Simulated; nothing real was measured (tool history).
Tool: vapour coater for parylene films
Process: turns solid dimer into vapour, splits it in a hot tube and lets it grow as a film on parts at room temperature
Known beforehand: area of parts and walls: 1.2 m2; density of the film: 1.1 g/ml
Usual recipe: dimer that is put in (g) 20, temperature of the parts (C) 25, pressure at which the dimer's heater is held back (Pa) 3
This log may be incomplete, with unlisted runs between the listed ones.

run,hour,dimer that is put in (g),temperature of the parts (C),pressure at which the dimer's heater is held back (Pa),thickness of the film (um)
1,0,20,25,3,8.17
2,10.6,20,19,3,10.67
3,20.1,20,19,3,10.59
4,28.1,20,19,3,10.69
5,36.7,20,19,3,10.65
6,48.4,20,19,3,10.55
7,59.2,20,19,3,10.5
8,72.1,20,19,3,10.67
9,83.2,20,19,3,10.62
10,93.7,20,25,3,8.08
11,105.6,20,25,3,7.93
12,113.3,20,25,3,8.09
13,120.7,24,25,3,9.74
14,134.3,24,25,3,9.72
15,141.4,14,25,3,5.53
16,148.6,20,28,3,7
17,162.4,17,25,3,6.89
18,178,20,25,3,7.94
19,185.9,20,25,3,7.98
20,193.2,20,25,3,7.91
21,200.9,20,25,3,8.08
22,215.4,20,25,3,7.99
23,230.4,20,25,3,7.93
24,243.2,10,18,6.72,4.72
25,251.1,25,25,6.01,8.72
26,265,25,25,6.01,8.77
27,275.9,25,25,3.38,9.74
28,288.2,25,25,3.38,9.57
29,297,13,20,3.59,6.17
30,306.8,12,20,3.59,5.72
31,319.7,20,21,3,9.27
32,334.3,16,21,3.29,7.37
33,345.1,16,35,3.85,3.84
34,354.6,16,31,2.05,5.06
35,362.4,16,31,2.05,5.17
36,369.2,10,31,2.05,3.14
37,383.9,11,19,4.23,5.25
38,391.5,11,19,9.54,4.56
39,402.7,11,34,2.29,3.02
40,412.1,17,25,6.72,5.7

What will run 41 give?
41,427,17,25,6.72,?

Run 41 measured thickness of the film (um) 5.59.
Take away the tool's hidden state, keep the run-to-run variation as it was, and the same run would have given thickness of the film (um) 6.19.
